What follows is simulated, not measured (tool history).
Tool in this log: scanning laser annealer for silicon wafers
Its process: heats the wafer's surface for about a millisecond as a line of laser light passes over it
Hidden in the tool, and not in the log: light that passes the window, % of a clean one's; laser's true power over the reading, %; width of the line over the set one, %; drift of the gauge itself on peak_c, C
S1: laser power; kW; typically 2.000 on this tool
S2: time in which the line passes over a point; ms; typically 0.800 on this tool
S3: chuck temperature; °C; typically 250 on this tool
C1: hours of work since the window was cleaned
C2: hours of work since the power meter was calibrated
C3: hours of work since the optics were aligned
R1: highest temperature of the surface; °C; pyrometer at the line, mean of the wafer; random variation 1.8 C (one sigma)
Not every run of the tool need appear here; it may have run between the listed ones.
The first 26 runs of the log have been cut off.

run	day	S1	S2	S3	C1	C2	C3	R1
27	39.117	1.826	0.616	237	544	621	1202	886
28	40.108	2.022	0.989	256	559	636	1217	1165
29	42.133	2.054	0.587	270	590	666	1248	982
30	44.200	1.771	0.598	235	621	698	1280	855
31	46.158	1.771	0.598	235	651	728	1309	857
32	47.333	1.771	0.757	268	669	746	1327	967
33	48.404	1.959	0.863	240	685	762	1344	1061
34	49.617	1.783	0.772	259	704	780	1362	965
35	51.296	1.976	0.570	255	729	806	1388	931
36	52.633	1.790	0.939	255	750	826	1408	1039
37	54.158	2.039	0.910	250	773	850	1431	1130
38	55.396	2.039	0.910	250	792	868	1450	1127
# day 56.075: optics aligned, line set to its width
39	57.446	1.826	0.800	285	820	897	21	1020
40	59.104	1.826	0.800	285	845	922	46	1022

Consider 4 possible next runs. They are alternatives, not a sequence: every one starts from the tool as it was left by run 40. What does each give?
A	60.583	1.833	0.782	288	867	944	69	?
B	60.583	1.826	0.651	231	867	944	69	?
C	60.583	1.808	0.729	219	867	944	69	?
D	60.583	1.795	0.562	264	867	944	69	?

run	R1
A	1018
B	895
C	917
D	875
Had the tool no hidden state, the same runs would have come out as:
run	R1
A	1018
B	896
C	917
D	875
